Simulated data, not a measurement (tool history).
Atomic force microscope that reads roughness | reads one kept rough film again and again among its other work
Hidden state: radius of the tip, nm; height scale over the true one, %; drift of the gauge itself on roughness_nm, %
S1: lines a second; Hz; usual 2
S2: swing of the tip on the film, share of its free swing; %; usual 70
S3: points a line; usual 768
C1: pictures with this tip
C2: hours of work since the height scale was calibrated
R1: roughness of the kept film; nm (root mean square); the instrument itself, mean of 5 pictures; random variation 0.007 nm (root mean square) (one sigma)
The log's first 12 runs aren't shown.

run    hour    S1  S2   S3   C1   C2     R1
 13   423.8     2  79  768  139  439  1.397
 14     458     2  86  768  197  466  1.347
      465.7  -- new tip fitted
 15   506.5     2  86  768   69  504  1.367
 16   555.8     2  70  768  153  543  1.409
      587.9  -- new tip fitted
 17   609.6  1.27  64  408   37  586  1.461
 18   635.5  1.27  64  408   80  606  1.442
 19   674.4  1.27  64  408  146  637  1.431
      711.9  -- new tip fitted
 20   714.4  1.64  70  768    4  668  1.432
 21   739.7  1.33  76  716   47  688  1.435
 22   776.5  0.61  61  802  109  717  1.459
 23   820.2  0.61  61  802  183  752  1.441
      834.2  -- new tip fitted
 24   847.5  0.61  61  802   22  773  1.499
 25   887.6  0.61  61  802   90  805  1.468
 26   919.3  0.61  61  802  144  830  1.465
      957.3  -- new tip fitted
 27   961.9     2  70  397    8  864  1.434
 28    1006  0.86  72  493   83  899  1.448
 29  1035.8  0.86  72  493  133  922  1.435
     1082.2  -- new tip fitted
 30  1087.1  3.05  76  493    9  962  1.375
 31  1127.1  3.05  76  493   76  994  1.367

Forecast each of these 4 alternatives for the next run:
  A  1167.1  2.64  70   301  144  1026   ?
  B  1167.1  3.21  76   636  144  1026   ?
  C  1167.1     2  70  1010  144  1026   ?
  D  1167.1  1.35  89   493  144  1026   ?

run     R1
  A   1.39
  B  1.343
  C  1.416
  D  1.378
Without the tool's hidden state the same runs would have given:
run     R1
  A  1.424
  B  1.376
  C   1.45
  D  1.411
